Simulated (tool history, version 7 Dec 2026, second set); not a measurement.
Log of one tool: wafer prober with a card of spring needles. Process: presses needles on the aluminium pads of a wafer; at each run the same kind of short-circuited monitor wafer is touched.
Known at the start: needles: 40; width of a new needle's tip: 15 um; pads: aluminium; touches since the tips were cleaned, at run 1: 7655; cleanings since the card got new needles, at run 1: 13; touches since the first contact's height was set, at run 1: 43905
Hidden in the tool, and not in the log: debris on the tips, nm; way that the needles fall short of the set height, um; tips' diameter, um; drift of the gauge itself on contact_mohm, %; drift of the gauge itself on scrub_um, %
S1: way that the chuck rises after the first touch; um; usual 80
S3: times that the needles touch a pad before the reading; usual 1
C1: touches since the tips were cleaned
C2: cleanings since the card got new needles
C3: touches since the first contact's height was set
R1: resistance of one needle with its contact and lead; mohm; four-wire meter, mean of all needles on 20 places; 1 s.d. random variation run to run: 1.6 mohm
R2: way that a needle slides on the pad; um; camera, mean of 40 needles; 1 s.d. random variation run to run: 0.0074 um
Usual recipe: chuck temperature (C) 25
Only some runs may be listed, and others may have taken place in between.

Run 1, hour 0.0: usual settings; C1 7655; C2 13; C3 43905. Result: R1 161 mohm, R2 14.164 um.
At hour 1.2: tips cleaned on abrasive film.
Run 2, hour 5.5: usual settings; C1 2537; C2 14; C3 47107. Result: R1 161 mohm, R2 14.150 um.
Run 3, hour 12.9: usual settings but S1 89 um; C1 6910; C2 14; C3 51480. Result: R1 159 mohm, R2 15.750 um.
At hour 15.0: tips cleaned on abrasive film.
Run 4, hour 19.0: usual settings; C1 2337; C2 15; C3 54994. Result: R1 161 mohm, R2 14.164 um.
Run 5, hour 28.2: usual settings; C1 7762; C2 15; C3 60419. Result: R1 162 mohm, R2 14.167 um.
At hour 28.8: tips cleaned on abrasive film.
Run 6, hour 34.2: usual settings; C1 3181; C2 16; C3 63905. Result: R1 161 mohm, R2 14.159 um.
Run 7, hour 41.7: usual settings; C1 7622; C2 16; C3 68346. Result: R1 160 mohm, R2 14.154 um.
At hour 43.1: tips cleaned on abrasive film.
Run 8, hour 46.7: usual settings; C1 2082; C2 17; C3 71216. Result: R1 163 mohm, R2 14.159 um.
Run 9, hour 55.6: usual settings; C1 7370; C2 17; C3 76504. Result: R1 163 mohm, R2 14.165 um.
At hour 57.0: tips cleaned on abrasive film.
Run 10, hour 63.6: usual settings; C1 3876; C2 18; C3 81151. Result: R1 160 mohm, R2 14.169 um.
At hour 65.4: height of the first contact set anew.
Run 11, hour 70.0: usual settings; C1 7461; C2 18; C3 2687. Result: R1 163 mohm, R2 14.163 um.
At hour 71.2: tips cleaned on abrasive film.
Run 12, hour 74.3: usual settings; C1 1850; C2 19; C3 5197. Result: R1 161 mohm, R2 14.156 um.
Run 13, hour 81.5: usual settings; C1 6088; C2 19; C3 9435. Result: R1 165 mohm, R2 14.165 um.
At hour 85.1: tips cleaned on abrasive film.
Run 14, hour 86.4: usual settings; C1 784; C2 20; C3 12280. Result: R1 161 mohm, R2 14.155 um.
Run 15, hour 91.1: usual settings; C1 3557; C2 20; C3 15053. Result: R1 158 mohm, R2 14.174 um.
At hour 99.0: tips cleaned on abrasive film.
Run 16, hour 99.0: usual settings; C1 0; C2 21; C3 19639. Result: R1 161 mohm, R2 14.160 um.
Run 17, hour 107.0: usual settings but chuck temperature (C) 42, S3 2; C1 4739; C2 21; C3 24378. Result: R1 161 mohm, R2 14.148 um.
Run 18, hour 111.4: usual settings but chuck temperature (C) 42, S3 2; C1 7283; C2 21; C3 26922. Result: R1 162 mohm, R2 14.146 um.
At hour 113.0: tips cleaned on abrasive film.
Run 19, hour 117.9: usual settings but chuck temperature (C) 113, S3 2; C1 2900; C2 22; C3 30721. Result: R1 177 mohm, R2 14.170 um.
Run 20, hour 123.5: usual settings but chuck temperature (C) 85; C1 6192; C2 22; C3 34013. Result: R1 170 mohm, R2 14.171 um.
At hour 127.0: tips cleaned on abrasive film.
Run 21, hour 129.5: usual settings but S1 65 um, chuck temperature (C) 119, S3 2; C1 1419; C2 23; C3 37486. Result: R1 181 mohm, R2 11.516 um.
Run 22, hour 136.0: usual settings but S1 71 um, chuck temperature (C) 96, S3 2; C1 5300; C2 23; C3 41367. Result: R1 173 mohm, R2 12.570 um.
At hour 140.9: tips cleaned on abrasive film.
Run 23, hour 145.3: usual settings; C1 2621; C2 24; C3 46797. Result: R1 160 mohm, R2 14.160 um.
Run 24, hour 150.4: usual settings but S1 66 um, chuck temperature (C) 28; C1 5586; C2 24; C3 49762. Result: R1 161 mohm, R2 11.687 um.
At hour 154.9: tips cleaned on abrasive film.
Run 25, hour 155.2: usual settings but S1 62 um, S3 3; C1 175; C2 25; C3 52535. Result: R1 162 mohm, R2 10.973 um.
Run 26, hour 159.7: usual settings but S1 94 um, chuck temperature (C) 54, S3 3; C1 2836; C2 25; C3 55196. Result: R1 163 mohm, R2 16.631 um.
Run 27, hour 167.3: usual settings but S1 94 um, chuck temperature (C) 54, S3 3; C1 7340; C2 25; C3 59700. Result: R1 165 mohm, R2 16.650 um.
At hour 168.9: tips cleaned on abrasive film.
Run 28, hour 174.2: usual settings but S1 94 um; C1 3139; C2 26; C3 63723. Result: R1 159 mohm, R2 16.640 um.
Run 29, hour 181.7: usual settings but S1 94 um; C1 7563; C2 26; C3 68147. Result: R1 158 mohm, R2 16.627 um.

Predict each of these 5 candidate next runs independently; none follows another, all start after run 29:
At hour 182.9: tips cleaned on abrasive film.
Run A, hour 189.2: usual settings but S1 73 um; C1 3739; C2 27; C3 72531. Result: R1 ?, R2 ?.
At hour 182.9: tips cleaned on abrasive film.
Run B, hour 189.2: usual settings but S1 75 um, chuck temperature (C) 40, S3 3; C1 3739; C2 27; C3 72531. Result: R1 ?, R2 ?.
At hour 182.9: tips cleaned on abrasive film.
Run C, hour 189.2: usual settings but S1 63 um, chuck temperature (C) 111, S3 3; C1 3739; C2 27; C3 72531. Result: R1 ?, R2 ?.
At hour 182.9: tips cleaned on abrasive film.
Run D, hour 189.2: usual settings but S1 73 um; C1 3739; C2 27; C3 72531. Result: R1 ?, R2 ?.
At hour 182.9: tips cleaned on abrasive film.
Run E, hour 189.2: usual settings but S1 91 um, chuck temperature (C) 26; C1 3739; C2 27; C3 72531. Result: R1 ?, R2 ?.

run   R1      R2
  A  160  12.936
  B  163  13.274
  C  179  11.149
  D  159  12.922
  E  162  16.107
With the hidden condition removed and each run's random variation left untouched, the same runs would have given:
run   R1      R2
  A  160  12.938
  B  163  13.275
  C  178  11.151
  D  159  12.924
  E  161  16.109
